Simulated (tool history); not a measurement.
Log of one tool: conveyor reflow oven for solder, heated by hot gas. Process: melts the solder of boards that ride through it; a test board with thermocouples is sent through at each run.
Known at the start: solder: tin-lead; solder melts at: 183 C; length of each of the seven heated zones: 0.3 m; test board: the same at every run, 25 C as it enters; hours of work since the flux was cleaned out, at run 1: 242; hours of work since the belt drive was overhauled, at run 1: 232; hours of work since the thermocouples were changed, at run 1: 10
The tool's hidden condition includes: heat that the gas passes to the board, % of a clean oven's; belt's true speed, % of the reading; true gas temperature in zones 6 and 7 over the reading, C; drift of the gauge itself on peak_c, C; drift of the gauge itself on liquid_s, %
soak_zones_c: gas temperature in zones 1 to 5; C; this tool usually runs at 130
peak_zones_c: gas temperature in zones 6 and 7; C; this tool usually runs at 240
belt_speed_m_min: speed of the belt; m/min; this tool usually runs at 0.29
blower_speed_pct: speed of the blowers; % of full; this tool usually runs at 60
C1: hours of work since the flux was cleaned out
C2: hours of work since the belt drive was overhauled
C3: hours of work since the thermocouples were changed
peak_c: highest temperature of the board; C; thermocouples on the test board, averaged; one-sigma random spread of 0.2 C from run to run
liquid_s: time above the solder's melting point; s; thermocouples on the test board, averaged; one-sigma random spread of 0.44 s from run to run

run 1 hour=0 | soak_zones_c=130 peak_zones_c=240 belt_speed_m_min=0.29 blower_speed_pct=60 | C1=242 C2=232 C3=10 | peak_c=219.6 liquid_s=91.6
run 2 hour=6.4 | soak_zones_c=130 peak_zones_c=240 belt_speed_m_min=0.29 blower_speed_pct=60 | C1=246 C2=235 C3=13 | peak_c=219.7 liquid_s=91.8
run 3 hour=18.2 | soak_zones_c=130 peak_zones_c=240 belt_speed_m_min=0.29 blower_speed_pct=60 | C1=252 C2=241 C3=19 | peak_c=219.6 liquid_s=91.2
run 4 hour=28.5 | soak_zones_c=130 peak_zones_c=240 belt_speed_m_min=0.29 blower_speed_pct=60 | C1=257 C2=246 C3=24 | peak_c=219.4 liquid_s=90.9
run 5 hour=39.3 | soak_zones_c=130 peak_zones_c=240 belt_speed_m_min=0.29 blower_speed_pct=60 | C1=262 C2=252 C3=30 | peak_c=219.4 liquid_s=91.4
run 6 hour=51.5 | soak_zones_c=130 peak_zones_c=240 belt_speed_m_min=0.29 blower_speed_pct=60 | C1=269 C2=258 C3=36 | peak_c=219.5 liquid_s=91.4
run 7 hour=66.7 | soak_zones_c=130 peak_zones_c=240 belt_speed_m_min=0.29 blower_speed_pct=60 | C1=277 C2=266 C3=44 | peak_c=219.6 liquid_s=91.1
run 8 hour=78.9 | soak_zones_c=130 peak_zones_c=240 belt_speed_m_min=0.29 blower_speed_pct=60 | C1=283 C2=272 C3=50 | peak_c=219.6 liquid_s=92
run 9 hour=91.6 | soak_zones_c=130 peak_zones_c=240 belt_speed_m_min=0.29 blower_speed_pct=60 | C1=289 C2=279 C3=57 | peak_c=219.5 liquid_s=91.1
run 10 hour=104.1 | soak_zones_c=130 peak_zones_c=240 belt_speed_m_min=0.29 blower_speed_pct=60 | C1=296 C2=285 C3=63 | peak_c=219.3 liquid_s=90.4
run 11 hour=114.7 | soak_zones_c=130 peak_zones_c=240 belt_speed_m_min=0.29 blower_speed_pct=60 | C1=301 C2=291 C3=69 | peak_c=219.4 liquid_s=91.1
run 12 hour=123.8 | soak_zones_c=130 peak_zones_c=240 belt_speed_m_min=0.29 blower_speed_pct=60 | C1=306 C2=295 C3=73 | peak_c=219.7 liquid_s=91.2
run 13 hour=136.1 | soak_zones_c=117 peak_zones_c=240 belt_speed_m_min=0.29 blower_speed_pct=60 | C1=312 C2=301 C3=80 | peak_c=216.8 liquid_s=82.2
run 14 hour=144.2 | soak_zones_c=130 peak_zones_c=240 belt_speed_m_min=0.29 blower_speed_pct=60 | C1=316 C2=306 C3=84 | peak_c=219.3 liquid_s=91.6
run 15 hour=156.5 | soak_zones_c=130 peak_zones_c=246 belt_speed_m_min=0.29 blower_speed_pct=60 | C1=323 C2=312 C3=90 | peak_c=224.5 liquid_s=97.3
run 16 hour=167.8 | soak_zones_c=136 peak_zones_c=236 belt_speed_m_min=0.264 blower_speed_pct=86 | C1=328 C2=318 C3=96 | peak_c=224 liquid_s=111.7
run 17 hour=175.2 | soak_zones_c=136 peak_zones_c=236 belt_speed_m_min=0.264 blower_speed_pct=86 | C1=332 C2=322 C3=100 | peak_c=223.9 liquid_s=110.5
run 18 hour=188.8 | soak_zones_c=121 peak_zones_c=240 belt_speed_m_min=0.24 blower_speed_pct=60 | C1=339 C2=329 C3=107 | peak_c=224.8 liquid_s=113.8
run 19 hour=196.1 | soak_zones_c=121 peak_zones_c=240 belt_speed_m_min=0.24 blower_speed_pct=60 | C1=343 C2=332 C3=111 | peak_c=224.6 liquid_s=113.9
run 20 hour=205.7 | soak_zones_c=121 peak_zones_c=240 belt_speed_m_min=0.24 blower_speed_pct=60 | C1=348 C2=337 C3=115 | peak_c=224.8 liquid_s=114.9
run 21 hour=217.9 | soak_zones_c=121 peak_zones_c=240 belt_speed_m_min=0.24 blower_speed_pct=60 | C1=354 C2=343 C3=122 | peak_c=224.5 liquid_s=115.3
-- hour=236.4 flux residue cleaned out of gas plates and filters
run 22 hour=236.4 | soak_zones_c=120 peak_zones_c=240 belt_speed_m_min=0.24 blower_speed_pct=60 | C1=0 C2=350 C3=129 | peak_c=225.3 liquid_s=115.4
run 23 hour=245.6 | soak_zones_c=120 peak_zones_c=240 belt_speed_m_min=0.24 blower_speed_pct=60 | C1=5 C2=355 C3=133 | peak_c=225.7 liquid_s=117.2
run 24 hour=254.5 | soak_zones_c=131 peak_zones_c=234 belt_speed_m_min=0.274 blower_speed_pct=64 | C1=9 C2=360 C3=138 | peak_c=218.6 liquid_s=97.7
run 25 hour=262.6 | soak_zones_c=131 peak_zones_c=234 belt_speed_m_min=0.274 blower_speed_pct=64 | C1=13 C2=364 C3=142 | peak_c=218.3 liquid_s=97.1
run 26 hour=276.7 | soak_zones_c=129 peak_zones_c=234 belt_speed_m_min=0.274 blower_speed_pct=64 | C1=21 C2=371 C3=149 | peak_c=218.6 liquid_s=96.1
run 27 hour=288.8 | soak_zones_c=130 peak_zones_c=240 belt_speed_m_min=0.33 blower_speed_pct=60 | C1=27 C2=377 C3=156 | peak_c=216.1 liquid_s=75.8
run 28 hour=298 | soak_zones_c=130 peak_zones_c=240 belt_speed_m_min=0.33 blower_speed_pct=60 | C1=32 C2=382 C3=160 | peak_c=215.9 liquid_s=75.5
run 29 hour=307.5 | soak_zones_c=130 peak_zones_c=231 belt_speed_m_min=0.33 blower_speed_pct=63 | C1=37 C2=387 C3=165 | peak_c=209.2 liquid_s=66.4
run 30 hour=321.5 | soak_zones_c=130 peak_zones_c=231 belt_speed_m_min=0.33 blower_speed_pct=63 | C1=44 C2=394 C3=172 | peak_c=208.9 liquid_s=66.1

Alternative continuations, all from the tool just after run 30; predict every row:
run A hour=334.1 | soak_zones_c=130 peak_zones_c=231 belt_speed_m_min=0.253 blower_speed_pct=63 | C1=50 C2=401 C3=179 | peak_c=? liquid_s=?
run B hour=334.1 | soak_zones_c=130 peak_zones_c=254 belt_speed_m_min=0.301 blower_speed_pct=60 | C1=50 C2=401 C3=179 | peak_c=? liquid_s=?
run C hour=334.1 | soak_zones_c=139 peak_zones_c=240 belt_speed_m_min=0.269 blower_speed_pct=76 | C1=50 C2=401 C3=179 | peak_c=? liquid_s=?

run=A peak_c=217.8 liquid_s=105.9
run=B peak_c=231.3 liquid_s=101.1
run=C peak_c=227.4 liquid_s=114.9
Had the tool no hidden state, the same runs would have come out as:
run=A peak_c=217.7 liquid_s=104.6
run=B peak_c=231.1 liquid_s=99.9
run=C peak_c=227.4 liquid_s=113.7

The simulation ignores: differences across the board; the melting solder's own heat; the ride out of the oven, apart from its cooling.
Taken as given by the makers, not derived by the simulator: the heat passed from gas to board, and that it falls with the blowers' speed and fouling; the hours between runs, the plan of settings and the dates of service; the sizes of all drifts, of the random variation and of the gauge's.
